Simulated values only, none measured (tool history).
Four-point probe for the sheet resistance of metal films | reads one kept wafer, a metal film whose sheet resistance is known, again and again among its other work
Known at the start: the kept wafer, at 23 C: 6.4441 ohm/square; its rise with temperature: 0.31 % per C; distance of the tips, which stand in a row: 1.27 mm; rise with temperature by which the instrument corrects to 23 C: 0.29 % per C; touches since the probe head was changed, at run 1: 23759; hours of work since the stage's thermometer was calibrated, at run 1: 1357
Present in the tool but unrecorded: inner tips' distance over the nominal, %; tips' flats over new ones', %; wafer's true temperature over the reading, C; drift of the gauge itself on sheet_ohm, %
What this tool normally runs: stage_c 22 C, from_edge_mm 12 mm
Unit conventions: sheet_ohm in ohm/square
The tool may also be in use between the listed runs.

| run | hour | stage_c | from_edge_mm | touches since the probe head was changed | hours of work since the stage's thermometer was calibrated | sheet_ohm |
|---|---|---|---|---|---|---|
| 1 | 0.0 | 22 | 12 | 23759 | 1357 | 6.508193 |
| 2 | 34.2 | 22 | 23 | 25296 | 1376 | 6.480011 |
|  | 41.8 | stage's thermometer calibrated |
| 3 | 72.3 | 22 | 23 | 26987 | 17 | 6.483493 |
| 4 | 111.4 | 22 | 12 | 28746 | 39 | 6.507573 |
| 5 | 146.0 | 22 | 12 | 30305 | 58 | 6.508918 |
| 6 | 163.4 | 22 | 21 | 31084 | 68 | 6.483533 |
| 7 | 198.2 | 22 | 21 | 32650 | 87 | 6.479420 |
| 8 | 220.0 | 22 | 12 | 33631 | 99 | 6.506009 |
| 9 | 244.1 | 22 | 12 | 34715 | 113 | 6.506688 |
| 10 | 279.5 | 22 | 12 | 36308 | 132 | 6.506048 |
| 11 | 297.3 | 22 | 12 | 37108 | 142 | 6.505669 |
| 12 | 316.5 | 22 | 12 | 37972 | 153 | 6.505055 |
| 13 | 355.0 | 22 | 12 | 39704 | 175 | 6.502679 |
| 14 | 380.9 | 22 | 9 | 40869 | 189 | 6.532454 |
| 15 | 413.8 | 18 | 3 | 42347 | 207 | 7.019999 |
| 16 | 450.6 | 23 | 5 | 44002 | 228 | 6.681313 |
| 17 | 481.2 | 23 | 5 | 45379 | 245 | 6.681865 |
| 18 | 518.1 | 23 | 5 | 47040 | 265 | 6.680056 |
| 19 | 538.5 | 33 | 12 | 47957 | 277 | 6.520114 |
| 20 | 573.3 | 33 | 12 | 49522 | 296 | 6.521357 |
| 21 | 602.0 | 19 | 6 | 50811 | 312 | 6.605762 |
| 22 | 635.3 | 18 | 40 | 52312 | 331 | 6.453502 |
| 23 | 664.0 | 18 | 40 | 53600 | 347 | 6.452188 |
| 24 | 688.9 | 22 | 40 | 54719 | 361 | 6.461752 |

Below, each run's measurement less what the same run would have read without the hidden state. Both values contain the same run-to-run variation, but the gauge's scatter may not be the same in both:
| run | sheet_ohm |
|---|---|
| 1 | +0.025993 |
| 2 | +0.025198 |
| 3 | +0.028518 |
| 4 | +0.027798 |
| 5 | +0.027101 |
| 6 | +0.026635 |
| 7 | +0.025857 |
| 8 | +0.025512 |
| 9 | +0.025060 |
| 10 | +0.024347 |
| 11 | +0.023978 |
| 12 | +0.023544 |
| 13 | +0.022746 |
| 14 | +0.022267 |
| 15 | +0.023019 |
| 16 | +0.021230 |
| 17 | +0.020623 |
| 18 | +0.019816 |
| 19 | +0.018981 |
| 20 | +0.018224 |
| 21 | +0.017784 |
| 22 | +0.016693 |
| 23 | +0.016105 |
| 24 | +0.015619 |
